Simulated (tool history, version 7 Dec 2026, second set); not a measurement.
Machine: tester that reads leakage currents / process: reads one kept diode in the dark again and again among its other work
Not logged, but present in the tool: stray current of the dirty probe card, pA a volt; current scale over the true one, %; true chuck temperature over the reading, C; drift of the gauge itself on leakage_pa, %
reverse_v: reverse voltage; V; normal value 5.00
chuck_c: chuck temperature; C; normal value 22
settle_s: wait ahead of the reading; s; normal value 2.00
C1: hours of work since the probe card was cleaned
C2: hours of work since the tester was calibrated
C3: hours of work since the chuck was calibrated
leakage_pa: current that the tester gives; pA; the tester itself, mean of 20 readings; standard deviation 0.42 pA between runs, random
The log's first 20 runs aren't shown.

{"run": 21, "hour": 983.3, "reverse_v": 5.0, "chuck_c": 43, "settle_s": 2.0, "C1": 1092, "C2": 675, "C3": 593, "leakage_pa": 750.82}
{"run": 22, "hour": 1039.6, "reverse_v": 5.0, "chuck_c": 43, "settle_s": 2.0, "C1": 1126, "C2": 709, "C3": 627, "leakage_pa": 752.69}
{"run": 23, "hour": 1091.0, "reverse_v": 5.0, "chuck_c": 43, "settle_s": 2.0, "C1": 1156, "C2": 740, "C3": 657, "leakage_pa": 753.12}
{"run": 24, "hour": 1132.9, "reverse_v": 5.0, "chuck_c": 43, "settle_s": 2.0, "C1": 1181, "C2": 765, "C3": 682, "leakage_pa": 752.27}
{"run": 25, "hour": 1167.8, "reverse_v": 2.72, "chuck_c": 33, "settle_s": 0.66, "C1": 1202, "C2": 785, "C3": 703, "leakage_pa": 254.56}
{"run": 26, "hour": 1209.8, "reverse_v": 2.72, "chuck_c": 33, "settle_s": 0.66, "C1": 1227, "C2": 811, "C3": 728, "leakage_pa": 255.12}
{"run": 27, "hour": 1269.9, "reverse_v": 15.42, "chuck_c": 42, "settle_s": 2.0, "C1": 1263, "C2": 847, "C3": 764, "leakage_pa": 1241.44}
{"run": 28, "hour": 1308.4, "reverse_v": 5.0, "chuck_c": 39, "settle_s": 2.62, "C1": 1286, "C2": 870, "C3": 787, "leakage_pa": 557.28}
{"run": 29, "hour": 1352.0, "reverse_v": 5.0, "chuck_c": 39, "settle_s": 2.62, "C1": 1312, "C2": 896, "C3": 813, "leakage_pa": 554.17}
{"run": 30, "hour": 1387.5, "reverse_v": 5.0, "chuck_c": 39, "settle_s": 2.62, "C1": 1334, "C2": 917, "C3": 834, "leakage_pa": 553.97}
{"hour": 1426.6, "done": "chuck's temperature calibrated"}
{"run": 31, "hour": 1441.4, "reverse_v": 6.71, "chuck_c": 27, "settle_s": 2.0, "C1": 1365, "C2": 948, "C3": 9, "leakage_pa": 245.54}
{"run": 32, "hour": 1486.3, "reverse_v": 3.0, "chuck_c": 59, "settle_s": 8.28, "C1": 1391, "C2": 975, "C3": 36, "leakage_pa": 1826.3}
{"run": 33, "hour": 1534.4, "reverse_v": 6.82, "chuck_c": 37, "settle_s": 1.96, "C1": 1420, "C2": 1003, "C3": 64, "leakage_pa": 556.4}
{"run": 34, "hour": 1596.2, "reverse_v": 9.42, "chuck_c": 22, "settle_s": 2.44, "C1": 1457, "C2": 1040, "C3": 101, "leakage_pa": 190.96}
{"run": 35, "hour": 1659.0, "reverse_v": 12.32, "chuck_c": 58, "settle_s": 1.31, "C1": 1495, "C2": 1078, "C3": 139, "leakage_pa": 3480.51}
{"run": 36, "hour": 1723.5, "reverse_v": 4.5, "chuck_c": 56, "settle_s": 6.34, "C1": 1533, "C2": 1116, "C3": 177, "leakage_pa": 1835.68}
{"run": 37, "hour": 1783.4, "reverse_v": 8.46, "chuck_c": 40, "settle_s": 3.15, "C1": 1569, "C2": 1152, "C3": 213, "leakage_pa": 780.94}
{"run": 38, "hour": 1849.5, "reverse_v": 7.69, "chuck_c": 25, "settle_s": 3.0, "C1": 1609, "C2": 1192, "C3": 253, "leakage_pa": 222.11}
{"run": 39, "hour": 1893.2, "reverse_v": 18.68, "chuck_c": 49, "settle_s": 6.31, "C1": 1635, "C2": 1218, "C3": 279, "leakage_pa": 2285.76}
{"run": 40, "hour": 1928.3, "reverse_v": 15.0, "chuck_c": 49, "settle_s": 6.31, "C1": 1656, "C2": 1239, "C3": 300, "leakage_pa": 2056.62}

Here are 4 independent what-if runs from the current tool condition. What would each one return?
{"run": "A", "hour": 1969.7, "reverse_v": 15.0, "chuck_c": 49, "settle_s": 2.22, "C1": 1680, "C2": 1264, "C3": 325, "leakage_pa": "?"}
{"run": "B", "hour": 1969.7, "reverse_v": 3.47, "chuck_c": 49, "settle_s": 0.51, "C1": 1680, "C2": 1264, "C3": 325, "leakage_pa": "?"}
{"run": "C", "hour": 1969.7, "reverse_v": 15.0, "chuck_c": 49, "settle_s": 5.47, "C1": 1680, "C2": 1264, "C3": 325, "leakage_pa": "?"}
{"run": "D", "hour": 1969.7, "reverse_v": 1.76, "chuck_c": 21, "settle_s": 6.31, "C1": 1680, "C2": 1264, "C3": 325, "leakage_pa": "?"}

run=A leakage_pa=2066.75
run=B leakage_pa=979.08
run=C leakage_pa=2045.41
run=D leakage_pa=74.55
Without the tool's hidden state the same runs would have given:
run=A leakage_pa=2065.35
run=B leakage_pa=978.43
run=C leakage_pa=2044.03
run=D leakage_pa=74.48

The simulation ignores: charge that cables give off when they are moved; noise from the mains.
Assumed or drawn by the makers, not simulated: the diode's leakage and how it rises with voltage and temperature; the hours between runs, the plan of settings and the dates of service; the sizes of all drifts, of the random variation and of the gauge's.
